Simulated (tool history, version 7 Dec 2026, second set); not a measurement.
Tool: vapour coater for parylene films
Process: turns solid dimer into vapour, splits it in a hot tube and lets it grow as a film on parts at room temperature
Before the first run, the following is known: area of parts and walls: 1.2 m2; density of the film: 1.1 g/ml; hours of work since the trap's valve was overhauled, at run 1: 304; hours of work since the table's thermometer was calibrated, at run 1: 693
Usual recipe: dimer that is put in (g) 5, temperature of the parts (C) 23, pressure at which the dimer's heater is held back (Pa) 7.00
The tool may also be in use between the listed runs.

| run | hour | dimer that is put in (g) | temperature of the parts (C) | pressure at which the dimer's heater is held back (Pa) | hours of work since the trap's valve was overhauled | hours of work since the table's thermometer was calibrated | thickness of the film (µm) |
|---|---|---|---|---|---|---|---|
| 1 | 0.0 | 5 | 23 | 7.00 | 304 | 693 | 2.55 |
| 2 | 60.1 | 5 | 23 | 7.00 | 343 | 732 | 2.55 |
| 3 | 148.0 | 5 | 23 | 7.00 | 399 | 789 | 2.52 |
| 4 | 235.7 | 5 | 23 | 7.00 | 456 | 846 | 2.43 |
| 5 | 315.2 | 5 | 23 | 7.00 | 508 | 897 | 2.44 |
| 6 | 372.7 | 5 | 23 | 7.00 | 545 | 934 | 2.42 |
| 7 | 410.0 | 5 | 23 | 7.00 | 569 | 958 | 2.42 |
|  | 417.8 | table's thermometer calibrated |
| 8 | 489.2 | 5 | 23 | 7.00 | 620 | 46 | 2.37 |
|  | 564.6 | trap's valve overhauled |
|  | 582.5 | table's thermometer calibrated, once more |
| 9 | 582.5 | 3 | 23 | 3.68 | 11 | 0 | 1.72 |
| 10 | 629.3 | 5 | 23 | 5.12 | 41 | 30 | 2.71 |
| 11 | 693.2 | 4 | 23 | 5.12 | 83 | 72 | 2.19 |
| 12 | 758.7 | 4 | 23 | 5.12 | 125 | 114 | 2.15 |
| 13 | 819.4 | 4 | 23 | 5.12 | 164 | 153 | 2.11 |
| 14 | 904.3 | 4 | 23 | 3.54 | 219 | 208 | 2.19 |
| 15 | 950.4 | 5 | 21 | 6.26 | 249 | 238 | 2.80 |

For each run, the measured value with the value that run would have given without the tool's hidden condition subtracted. The run-to-run variation is shared by both, the gauge scatter possibly not:
The hidden state here: vapour lost through the trap's worn valve, %; true temperature of the parts over the reading, C; drift of the gauge itself on film_um, %.
| run | thickness of the film (µm) |
|---|---|
| 1 | -0.13 |
| 2 | -0.14 |
| 3 | -0.18 |
| 4 | -0.21 |
| 5 | -0.23 |
| 6 | -0.25 |
| 7 | -0.26 |
| 8 | -0.26 |
| 9 | +0.00 |
| 10 | -0.03 |
| 11 | -0.04 |
| 12 | -0.05 |
| 13 | -0.07 |
| 14 | -0.10 |
| 15 | -0.15 |
